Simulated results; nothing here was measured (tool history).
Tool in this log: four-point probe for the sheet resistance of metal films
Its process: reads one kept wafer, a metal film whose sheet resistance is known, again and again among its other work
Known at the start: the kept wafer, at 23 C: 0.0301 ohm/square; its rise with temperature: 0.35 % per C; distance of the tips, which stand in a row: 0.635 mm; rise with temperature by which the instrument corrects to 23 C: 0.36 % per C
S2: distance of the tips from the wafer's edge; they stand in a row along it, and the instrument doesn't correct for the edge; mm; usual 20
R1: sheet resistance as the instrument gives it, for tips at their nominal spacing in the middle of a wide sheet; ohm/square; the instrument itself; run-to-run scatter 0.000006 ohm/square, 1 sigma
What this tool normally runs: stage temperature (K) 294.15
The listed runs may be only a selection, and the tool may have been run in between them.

Run 1, hour 0.0: usual settings. Result: R1 0.030325 ohm/square.
Run 2, hour 37.3: usual settings but stage temperature (K) 300.15. Result: R1 0.030291 ohm/square.
Run 3, hour 114.6: usual settings but stage temperature (K) 300.15. Result: R1 0.030310 ohm/square.
Run 4, hour 154.0: usual settings but stage temperature (K) 300.15. Result: R1 0.030308 ohm/square.
Run 5, hour 219.0: usual settings but stage temperature (K) 293.15. Result: R1 0.030340 ohm/square.
Run 6, hour 270.7: usual settings but stage temperature (K) 296.15. Result: R1 0.030327 ohm/square.
Run 7, hour 353.7: usual settings but stage temperature (K) 296.15. Result: R1 0.030335 ohm/square.
Run 8, hour 398.9: usual settings but S2 26 mm. Result: R1 0.030342 ohm/square.
Run 9, hour 466.8: usual settings but S2 26 mm. Result: R1 0.030340 ohm/square.
Run 10, hour 550.1: usual settings. Result: R1 0.030354 ohm/square.
Run 11, hour 617.5: usual settings. Result: R1 0.030362 ohm/square.
Run 12, hour 676.9: usual settings but stage temperature (K) 292.15. Result: R1 0.030382 ohm/square.
Run 13, hour 715.7: usual settings. Result: R1 0.030365 ohm/square.
Run 14, hour 770.7: usual settings but stage temperature (K) 293.15. Result: R1 0.030362 ohm/square.
Run 15, hour 839.8: usual settings. Result: R1 0.030373 ohm/square.
Run 16, hour 875.0: usual settings. Result: R1 0.030371 ohm/square.
Run 17, hour 950.2: usual settings. Result: R1 0.030377 ohm/square.
At hour 969.2: stage's thermometer calibrated.
Run 18, hour 1000.8: usual settings but S2 3 mm. Result: R1 0.031026 ohm/square.
Run 19, hour 1040.9: usual settings but stage temperature (K) 300.15. Result: R1 0.030300 ohm/square.
Run 20, hour 1088.2: usual settings but stage temperature (K) 300.15. Result: R1 0.030302 ohm/square.
Run 21, hour 1147.3: usual settings but stage temperature (K) 300.15. Result: R1 0.030301 ohm/square.
Run 22, hour 1181.4: usual settings but stage temperature (K) 293.15. Result: R1 0.030339 ohm/square.
Run 23, hour 1215.3: usual settings but stage temperature (K) 303.15. Result: R1 0.030294 ohm/square.
Run 24, hour 1270.7: usual settings but stage temperature (K) 303.15. Result: R1 0.030297 ohm/square.
Run 25, hour 1330.4: usual settings but stage temperature (K) 303.15. Result: R1 0.030295 ohm/square.
Run 26, hour 1396.5: usual settings but stage temperature (K) 301.15, S2 8 mm. Result: R1 0.030402 ohm/square.
Run 27, hour 1478.2: usual settings but stage temperature (K) 298.15, S2 13 mm. Result: R1 0.030354 ohm/square.
Run 28, hour 1534.4: usual settings but stage temperature (K) 292.15, S2 11 mm. Result: R1 0.030395 ohm/square.
Run 29, hour 1597.4: usual settings but stage temperature (K) 292.15, S2 16 mm. Result: R1 0.030364 ohm/square.
Run 30, hour 1647.4: usual settings but stage temperature (K) 305.15, S2 4 mm. Result: R1 0.030689 ohm/square.
Run 31, hour 1719.5: usual settings but stage temperature (K) 296.15, S2 72 mm. Result: R1 0.030335 ohm/square.
Run 32, hour 1754.7: usual settings but stage temperature (K) 296.15, S2 60 mm. Result: R1 0.030337 ohm/square.
Run 33, hour 1831.6: usual settings but stage temperature (K) 307.15, S2 6 mm. Result: R1 0.030472 ohm/square.
Run 34, hour 1915.9: usual settings but stage temperature (K) 308.15, S2 32 mm. Result: R1 0.030293 ohm/square.
Run 35, hour 1976.5: usual settings but S2 4 mm. Result: R1 0.030775 ohm/square.
Run 36, hour 2013.5: usual settings but stage temperature (K) 292.15, S2 24 mm. Result: R1 0.030382 ohm/square.
Run 37, hour 2067.3: usual settings but S2 27 mm. Result: R1 0.030369 ohm/square.
Run 38, hour 2127.1: usual settings but stage temperature (K) 304.15, S2 29 mm. Result: R1 0.030321 ohm/square.
Run 39, hour 2187.8: usual settings but S2 46 mm. Result: R1 0.030374 ohm/square.
Run 40, hour 2245.1: usual settings but stage temperature (K) 305.15, S2 26 mm. Result: R1 0.030324 ohm/square.
Run 41, hour 2284.5: usual settings but stage temperature (K) 296.15, S2 10 mm. Result: R1 0.030439 ohm/square.
Run 42, hour 2350.7: usual settings but stage temperature (K) 296.15, S2 10 mm. Result: R1 0.030435 ohm/square.
Run 43, hour 2429.8: usual settings but stage temperature (K) 296.15, S2 10 mm. Result: R1 0.030440 ohm/square.
Run 44, hour 2504.6: usual settings but stage temperature (K) 302.15. Result: R1 0.030354 ohm/square.
Run 45, hour 2564.3: usual settings but S2 15 mm. Result: R1 0.030418 ohm/square.

Selected run-to-run steps in R1, each split into two signed amounts: the part the tool would show with no hidden state at all (from settings, incoming material and random variation), and the remainder, which goes to the hidden state together with any gauge scatter not common to the measured and the hidden-state-free results:
Unlogged tool condition in this case: inner tips' distance over the nominal, %; tips' flats over new ones', %; wafer's true temperature over the reading, C; drift of the gauge itself on sheet_ohm, %.
Run 9 -> 10: S2 26 -> 20. R1 +0.000014 ohm/square: hidden state +0.000005, all else +0.000009.
Run 17 -> 18: S2 20 -> 3, stage's thermometer calibrated. R1 +0.000649 ohm/square: hidden state -0.000037, all else +0.000686.
Run 18 -> 19: stage temperature (K) 294.15 -> 300.15, S2 3 -> 20. R1 -0.000726 ohm/square: hidden state -0.000003, all else -0.000723.
Run 34 -> 35: stage temperature (K) 308.15 -> 294.15, S2 32 -> 4. R1 +0.000482 ohm/square: hidden state +0.000008, all else +0.000474.
